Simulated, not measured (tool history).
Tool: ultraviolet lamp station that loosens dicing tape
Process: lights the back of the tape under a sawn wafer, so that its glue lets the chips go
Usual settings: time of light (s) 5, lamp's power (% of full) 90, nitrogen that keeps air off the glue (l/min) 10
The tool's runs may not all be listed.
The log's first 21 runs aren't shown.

| run | hour | time of light (s) | lamp's power (% of full) | nitrogen that keeps air off the glue (l/min) | hours of work of the lamp | hours of work since the window was cleaned | force that peels the tape off (N) | light that reached the tape (mJ/cm²) |
|---|---|---|---|---|---|---|---|---|
| 22 | 227.5 | 5 | 91 | 10 | 391 | 273 | 0.739 | 404 |
|  | 234.4 | window cleaned of glue's vapour |
| 23 | 243 | 6 | 100 | 3 | 401 | 6 | 0.614 | 597 |
| 24 | 258.9 | 6 | 65 | 12 | 411 | 16 | 0.795 | 381 |
| 25 | 272.4 | 6 | 65 | 12 | 420 | 25 | 0.798 | 382 |
| 26 | 284.9 | 6 | 65 | 12 | 428 | 33 | 0.818 | 379 |
| 27 | 293.7 | 2 | 90 | 17 | 433 | 38 | 2.691 | 170 |
| 28 | 306.9 | 2 | 79 | 10 | 442 | 47 | 3.527 | 149 |
| 29 | 321 | 8 | 76 | 6 | 451 | 56 | 0.427 | 582 |
| 30 | 331.9 | 8 | 76 | 6 | 458 | 63 | 0.442 | 583 |
| 31 | 342.5 | 8 | 76 | 6 | 465 | 70 | 0.449 | 579 |
| 32 | 352.5 | 5 | 68 | 11 | 471 | 76 | 1.142 | 327 |
| 33 | 360.7 | 5 | 67 | 15 | 477 | 82 | 1.026 | 317 |
| 34 | 376 | 2 | 73 | 10 | 487 | 92 | 3.951 | 137 |
| 35 | 389.5 | 3 | 73 | 8 | 495 | 100 | 2.636 | 206 |
| 36 | 397.3 | 3 | 91 | 8 | 501 | 106 | 1.956 | 254 |
| 37 | 409.7 | 2 | 98 | 20 | 509 | 114 | 2.429 | 181 |
| 38 | 421.2 | 2 | 87 | 18 | 516 | 121 | 2.96 | 161 |
| 39 | 428.7 | 2 | 92 | 7 | 521 | 126 | 3.291 | 170 |
| 40 | 435.2 | 5 | 62 | 10 | 525 | 130 | 1.431 | 287 |
| 41 | 450.8 | 5 | 62 | 10 | 535 | 140 | 1.457 | 287 |
| 42 | 465.4 | 5 | 80 | 10 | 545 | 150 | 0.908 | 369 |
| 43 | 478.6 | 3 | 63 | 19 | 553 | 158 | 2.675 | 169 |

Forecast each of these 5 alternatives for the next run:
| A | 491.4 | 8 | 68 | 10 | 561 | 167 | ? | ? |
| B | 491.4 | 10 | 68 | 7 | 561 | 167 | ? | ? |
| C | 491.4 | 5 | 74 | 19 | 561 | 167 | ? | ? |
| D | 491.4 | 3 | 95 | 5 | 561 | 167 | ? | ? |
| E | 491.4 | 3 | 73 | 7 | 561 | 167 | ? | ? |

| run | force that peels the tape off (N) | light that reached the tape (mJ/cm²) |
|---|---|---|
| A | 0.485 | 488 |
| B | 0.373 | 615 |
| C | 0.9 | 334 |
| D | 2.136 | 257 |
| E | 2.852 | 198 |
Without the tool's hidden state the same runs would have given:
| run | force that peels the tape off (N) | light that reached the tape (mJ/cm²) |
|---|---|---|
| A | 0.358 | 574 |
| B | 0.294 | 723 |
| C | 0.645 | 393 |
| D | 1.67 | 302 |
| E | 2.309 | 233 |

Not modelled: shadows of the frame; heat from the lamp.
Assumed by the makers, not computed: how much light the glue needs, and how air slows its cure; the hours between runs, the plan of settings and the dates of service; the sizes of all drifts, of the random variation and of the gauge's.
